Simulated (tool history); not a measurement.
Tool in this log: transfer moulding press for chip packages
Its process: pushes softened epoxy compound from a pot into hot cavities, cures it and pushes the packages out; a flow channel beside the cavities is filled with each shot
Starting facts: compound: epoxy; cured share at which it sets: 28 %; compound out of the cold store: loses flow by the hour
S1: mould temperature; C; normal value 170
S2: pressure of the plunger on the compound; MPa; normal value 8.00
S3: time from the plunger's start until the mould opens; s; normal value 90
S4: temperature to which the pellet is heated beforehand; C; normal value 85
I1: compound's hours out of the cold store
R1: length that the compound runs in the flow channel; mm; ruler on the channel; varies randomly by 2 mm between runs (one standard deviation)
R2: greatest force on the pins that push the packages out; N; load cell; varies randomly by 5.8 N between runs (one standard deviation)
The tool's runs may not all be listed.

run 1 hour=0.0 | S1=170 S2=8.00 S3=90 S4=85 | I1=26.8 | R1=562 R2=227
run 2 hour=23.4 | S1=170 S2=8.00 S3=90 S4=88 | I1=28.9 | R1=556 R2=337
run 3 hour=36.4 | S1=170 S2=8.00 S3=90 S4=85 | I1=23.2 | R1=566 R2=385
run 4 hour=60.9 | S1=170 S2=8.00 S3=90 S4=85 | I1=25.9 | R1=558 R2=446
-- hour=63.9 cavities cleaned with cleaning compound and waxed
run 5 hour=83.2 | S1=170 S2=8.00 S3=90 S4=85 | I1=22.7 | R1=569 R2=550
run 6 hour=111.8 | S1=170 S2=8.00 S3=90 S4=85 | I1=9.1 | R1=602 R2=550
-- hour=128.8 cavities cleaned with cleaning compound and waxed
-- hour=138.6 cavities cleaned with cleaning compound and waxed, once more
run 7 hour=141.2 | S1=170 S2=8.00 S3=90 S4=77 | I1=26.5 | R1=558 R2=240
-- hour=149.0 plunger's sealing rings changed
run 8 hour=172.3 | S1=170 S2=8.00 S3=90 S4=77 | I1=39.3 | R1=531 R2=354
run 9 hour=192.4 | S1=170 S2=8.00 S3=90 S4=77 | I1=34.7 | R1=543 R2=402
-- hour=206.1 cavities cleaned with cleaning compound and waxed
run 10 hour=211.4 | S1=170 S2=8.00 S3=90 S4=85 | I1=26.1 | R1=557 R2=254
run 11 hour=242.3 | S1=170 S2=8.00 S3=90 S4=85 | I1=26.2 | R1=561 R2=369
-- hour=271.5 cavities cleaned with cleaning compound and waxed
run 12 hour=273.0 | S1=170 S2=8.00 S3=90 S4=85 | I1=18.4 | R1=579 R2=244
run 13 hour=294.2 | S1=170 S2=8.00 S3=90 S4=83 | I1=34.1 | R1=535 R2=320
run 14 hour=325.6 | S1=170 S2=8.00 S3=90 S4=83 | I1=37.2 | R1=533 R2=413
-- hour=336.0 cavities cleaned with cleaning compound and waxed
run 15 hour=348.6 | S1=170 S2=8.00 S3=90 S4=83 | I1=24.5 | R1=562 R2=289
-- hour=366.9 plunger's sealing rings changed
run 16 hour=381.7 | S1=176 S2=8.00 S3=106 S4=83 | I1=11.7 | R1=593 R2=306
-- hour=402.9 cavities cleaned with cleaning compound and waxed
run 17 hour=410.0 | S1=163 S2=8.00 S3=90 S4=85 | I1=38.6 | R1=554 R2=430
run 18 hour=437.3 | S1=163 S2=8.78 S3=90 S4=85 | I1=18.7 | R1=632 R2=629
run 19 hour=459.9 | S1=163 S2=8.78 S3=90 S4=85 | I1=10.3 | R1=654 R2=715
-- hour=468.0 cavities cleaned with cleaning compound and waxed
run 20 hour=489.8 | S1=163 S2=6.46 S3=87 S4=85 | I1=37.2 | R1=498 R2=565
run 21 hour=511.7 | S1=170 S2=6.01 S3=90 S4=94 | I1=22.3 | R1=491 R2=386
-- hour=531.8 cavities cleaned with cleaning compound and waxed
run 22 hour=539.7 | S1=170 S2=6.01 S3=90 S4=94 | I1=29.8 | R1=475 R2=255
run 23 hour=561.7 | S1=173 S2=7.84 S3=92 S4=94 | I1=25.7 | R1=543 R2=306
-- hour=584.9 plunger's sealing rings changed
run 24 hour=588.4 | S1=176 S2=7.15 S3=101 S4=94 | I1=36.9 | R1=496 R2=336
-- hour=599.4 cavities cleaned with cleaning compound and waxed
run 25 hour=620.0 | S1=168 S2=8.00 S3=90 S4=77 | I1=43.9 | R1=530 R2=349
run 26 hour=638.1 | S1=168 S2=8.00 S3=90 S4=77 | I1=11.9 | R1=609 R2=468
run 27 hour=659.7 | S1=167 S2=7.14 S3=90 S4=85 | I1=27.2 | R1=537 R2=514
-- hour=663.0 cavities cleaned with cleaning compound and waxed
run 28 hour=679.8 | S1=176 S2=7.14 S3=90 S4=85 | I1=27.1 | R1=517 R2=266

Alternative continuations, all from the tool just after run 28; predict every row:
run A hour=699.8 | S1=176 S2=8.48 S3=103 S4=85 | I1=18.9 | R1=? R2=?
run B hour=699.8 | S1=170 S2=8.44 S3=91 S4=80 | I1=25.0 | R1=? R2=?
run C hour=699.8 | S1=171 S2=7.14 S3=122 S4=82 | I1=23.3 | R1=? R2=?
run D hour=699.8 | S1=170 S2=8.20 S3=90 S4=78 | I1=30.8 | R1=? R2=?

run=A R1=582 R2=305
run=B R1=579 R2=382
run=C R1=534 R2=308
run=D R1=559 R2=357
With no hidden state in the tool, these same runs would have given:
run=A R1=586 R2=180
run=B R1=583 R2=215
run=C R1=538 R2=183
run=D R1=563 R2=199

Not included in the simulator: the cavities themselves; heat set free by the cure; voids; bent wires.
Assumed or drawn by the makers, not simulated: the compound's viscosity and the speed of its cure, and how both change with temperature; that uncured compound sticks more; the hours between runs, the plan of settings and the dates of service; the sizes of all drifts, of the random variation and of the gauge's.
